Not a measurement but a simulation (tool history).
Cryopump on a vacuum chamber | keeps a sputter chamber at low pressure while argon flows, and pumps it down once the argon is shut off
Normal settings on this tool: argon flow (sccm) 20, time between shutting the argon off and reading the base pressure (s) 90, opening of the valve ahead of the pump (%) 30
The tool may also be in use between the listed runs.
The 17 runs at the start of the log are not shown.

run	day	argon flow (sccm)	time between shutting the argon off and reading the base pressure (s)	opening of the valve ahead of the pump (%)	pressure while argon flows (Pa)	pressure after the wait (uPa)
# day 37.079: leaking fittings of the chamber tightened, without venting
18	37.650	10	262	17	0.0738	0.50
19	39.067	10	33	16	0.0789	2.28
20	41.529	10	228	16	0.0785	0.65
21	43.829	20	201	30	0.0867	0.82
22	47.012	20	24	22	0.1177	3.28
23	49.204	20	24	22	0.1180	3.29
24	52.592	36	152	23	0.2073	1.26
25	55.375	36	152	23	0.2074	1.34
26	57.571	36	152	23	0.2093	1.42
# day 60.429: pump warmed up, emptied and cooled again
27	60.429	36	152	23	0.1939	1.25
28	62.921	9	221	23	0.0492	1.21
29	65.500	22	221	51	0.0557	1.26
30	67.721	34	132	51	0.0860	1.58
31	70.629	12	208	25	0.0603	1.52
32	72.125	38	190	25	0.1941	1.63
33	75.592	12	190	25	0.0616	1.68
34	78.579	16	190	31	0.0683	1.88

Below are 3 alternative next runs, each starting from the tool's condition after run 34. Predict each:
A	80.300	33	28	29	?	?
B	80.300	16	45	31	?	?
C	80.300	9	248	18	?	?

run	pressure while argon flows (Pa)	pressure after the wait (uPa)
A	0.1464	3.91
B	0.0674	3.03
C	0.0649	1.86
Without the tool's unlogged condition, the same runs would have read:
run	pressure while argon flows (Pa)	pressure after the wait (uPa)
A	0.1389	2.52
B	0.0637	1.65
C	0.0628	0.47

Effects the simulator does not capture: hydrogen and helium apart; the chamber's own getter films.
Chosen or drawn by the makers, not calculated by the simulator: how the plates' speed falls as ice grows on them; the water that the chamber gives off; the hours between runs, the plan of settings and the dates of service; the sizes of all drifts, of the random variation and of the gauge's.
